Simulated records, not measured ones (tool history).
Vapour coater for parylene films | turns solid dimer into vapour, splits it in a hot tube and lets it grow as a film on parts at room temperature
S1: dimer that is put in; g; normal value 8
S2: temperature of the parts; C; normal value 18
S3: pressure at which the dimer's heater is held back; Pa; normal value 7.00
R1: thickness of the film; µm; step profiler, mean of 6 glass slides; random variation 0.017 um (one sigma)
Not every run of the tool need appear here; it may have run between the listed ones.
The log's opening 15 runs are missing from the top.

run,hour,S1,S2,S3,R1
16,363.6,8,18,7.00,2.15
17,376.7,8,18,7.00,2.13
18,393.8,8,18,7.00,2.11
19,422.4,8,16,7.00,2.22
20,443.2,8,16,7.00,2.18
21,459.5,4,18,7.00,1.04
# hour 483.4: trap's valve overhauled
22,488.5,10,18,7.00,2.81
23,510.6,4,18,2.99,1.20
24,536.5,3,14,9.91,0.87
25,552.3,3,14,9.91,0.88
26,576.6,13,14,8.12,3.88
27,588.7,13,14,4.35,4.10
28,612.5,6,22,8.38,1.43
29,636.7,6,22,8.38,1.40
30,655.5,6,22,8.38,1.39
31,668.5,6,22,8.38,1.39
32,690.7,6,21,7.04,1.43
33,703.8,9,22,8.28,2.06
34,716.9,8,18,2.19,2.34
# hour 739.5: trap's valve overhauled
35,745.6,8,18,2.19,2.53
36,765.1,7,10,2.80,2.66
37,785.9,7,17,11.14,1.89
38,802.3,11,15,11.56,3.06
39,825.6,8,10,9.55,2.59

Alternative continuations, all from the tool just after run 39; predict every row:
A,841.5,3,22,6.92,?
B,841.5,4,28,2.68,?
C,841.5,8,11,9.55,?
D,841.5,5,17,9.55,?

run,R1
A,0.74
B,0.93
C,2.52
D,1.33
Take away the tool's hidden state, keep each run's random variation, and the runs would have read:
run,R1
A,0.77
B,0.98
C,2.65
D,1.40
